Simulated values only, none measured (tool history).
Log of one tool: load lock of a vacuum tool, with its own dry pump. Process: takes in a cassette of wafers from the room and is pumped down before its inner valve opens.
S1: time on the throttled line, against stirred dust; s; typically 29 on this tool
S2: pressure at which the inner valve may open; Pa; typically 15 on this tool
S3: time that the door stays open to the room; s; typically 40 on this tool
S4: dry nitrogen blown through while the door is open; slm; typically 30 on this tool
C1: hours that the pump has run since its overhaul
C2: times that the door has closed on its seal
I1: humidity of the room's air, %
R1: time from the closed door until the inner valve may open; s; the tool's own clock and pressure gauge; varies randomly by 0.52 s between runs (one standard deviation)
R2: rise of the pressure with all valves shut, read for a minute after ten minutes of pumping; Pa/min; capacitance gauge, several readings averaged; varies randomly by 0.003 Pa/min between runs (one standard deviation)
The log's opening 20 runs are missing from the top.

run      day  S1  S2   S3  S4     C1     C2    I1    R1     R2
 21  220.704  22  24   37  30  17595  46103  46.2  63.7  0.028
 22  234.012  22  24   37  30  17914  47055  44.4  63.7  0.028
 23  250.012  22  15   40  19  18298  48201  44.7  65.6  0.034
     258.842  -- dry pump taken out, an overhauled one fitted
 24  263.442  21  27   40  30    110  49145  45.5  62.3  0.029
 25  271.971  21  27   40  30    315  49756    45    62  0.026
 26  286.771  54  27   40  40    670  50816  45.8  86.3   0.02
 27    294.7  19  11  133  30    861  51384  43.5    66  0.046
 28  303.625  19  11  133  30   1075  52023  46.5  66.8  0.054
 29  318.325  19  10  133  30   1428  53076  44.4  66.8  0.049
 30  327.688  15  24   40  30   1652  53746  47.2  58.6  0.032
 31  343.192  15  24   40  30   2024  54857  43.6  58.4  0.029
 32  353.108  15  24   40  30   2262  55567  42.8  58.6  0.028
 33  366.388  15  24   40  30   2581  56518  45.3    58  0.026
 34  381.342  15  18   90   4   2940  57589  49.9  60.4  0.074
 35  396.233  15  27   90   5   3297  58655  45.1  57.4  0.068
 36  405.262  15  27   90   5   3514  59302  45.6    58  0.066
 37    419.3  30  26  162   4   3851  60307  43.4  69.6  0.085

4 options for the next run, each taken on its own from the tool as it stands now. Forecast them:
  A  427.342  30  28   40  30  4044  60883  44.4   ?   ?
  B  427.342  29  23   40  30  4044  60883  44.7   ?   ?
  C  427.342  29  26  162   4  4044  60883  48.3   ?   ?
  D  427.342  24  15   40  30  4044  60883  46.8   ?   ?

run    R1     R2
  A  68.7  0.025
  B  69.4  0.026
  C  68.3   0.09
  D  68.9  0.028
What these runs would have given with no unlogged condition in the tool:
run    R1     R2
  A  68.6  0.024
  B  69.4  0.025
  C  68.3  0.089
  D  68.9  0.027

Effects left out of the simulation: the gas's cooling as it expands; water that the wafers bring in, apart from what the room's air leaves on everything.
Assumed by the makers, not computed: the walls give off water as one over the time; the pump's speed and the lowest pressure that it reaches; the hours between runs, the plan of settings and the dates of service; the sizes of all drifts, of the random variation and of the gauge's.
